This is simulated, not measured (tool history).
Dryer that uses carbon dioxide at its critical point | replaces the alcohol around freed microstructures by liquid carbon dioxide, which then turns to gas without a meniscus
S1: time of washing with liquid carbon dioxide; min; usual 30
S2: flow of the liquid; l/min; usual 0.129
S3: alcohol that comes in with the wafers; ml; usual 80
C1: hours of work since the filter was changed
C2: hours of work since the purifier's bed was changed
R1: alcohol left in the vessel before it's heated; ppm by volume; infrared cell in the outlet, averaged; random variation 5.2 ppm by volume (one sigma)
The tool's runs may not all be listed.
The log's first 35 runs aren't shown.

{"run": 36, "hour": 296.1, "S1": 30, "S2": 0.129, "S3": 28, "C1": 242, "C2": 404, "R1": 56}
{"run": 37, "hour": 304.6, "S1": 22, "S2": 0.129, "S3": 76, "C1": 248, "C2": 410, "R1": 728}
{"run": 38, "hour": 313.2, "S1": 22, "S2": 0.129, "S3": 76, "C1": 254, "C2": 415, "R1": 732}
{"run": 39, "hour": 324.3, "S1": 32, "S2": 0.129, "S3": 27, "C1": 261, "C2": 423, "R1": 47}
{"run": 40, "hour": 333.2, "S1": 41, "S2": 0.08, "S3": 33, "C1": 267, "C2": 429, "R1": 168}
{"run": 41, "hour": 338.7, "S1": 27, "S2": 0.189, "S3": 105, "C1": 271, "C2": 433, "R1": 42}
{"run": 42, "hour": 343.9, "S1": 27, "S2": 0.189, "S3": 105, "C1": 274, "C2": 436, "R1": 42}
{"run": 43, "hour": 350.5, "S1": 24, "S2": 0.13, "S3": 105, "C1": 279, "C2": 441, "R1": 629}
{"run": 44, "hour": 358.1, "S1": 32, "S2": 0.154, "S3": 32, "C1": 284, "C2": 446, "R1": 31}
{"run": 45, "hour": 367.8, "S1": 34, "S2": 0.209, "S3": 80, "C1": 291, "C2": 452, "R1": 30}
{"run": 46, "hour": 376.4, "S1": 34, "S2": 0.165, "S3": 80, "C1": 296, "C2": 458, "R1": 30}
{"run": 47, "hour": 384.3, "S1": 41, "S2": 0.165, "S3": 30, "C1": 302, "C2": 463, "R1": 33}

Forecast each of these 4 alternatives for the next run:
{"run": "A", "hour": 389.6, "S1": 21, "S2": 0.084, "S3": 91, "C1": 305, "C2": 467, "R1": "?"}
{"run": "B", "hour": 389.6, "S1": 41, "S2": 0.104, "S3": 64, "C1": 305, "C2": 467, "R1": "?"}
{"run": "C", "hour": 389.6, "S1": 40, "S2": 0.084, "S3": 108, "C1": 305, "C2": 467, "R1": "?"}
{"run": "D", "hour": 389.6, "S1": 44, "S2": 0.154, "S3": 55, "C1": 305, "C2": 467, "R1": "?"}

run=A R1=6648
run=B R1=68
run=C R1=423
run=D R1=39
Without the tool's hidden state the same runs would have given:
run=A R1=5982
run=B R1=34
run=C R1=330
run=D R1=13
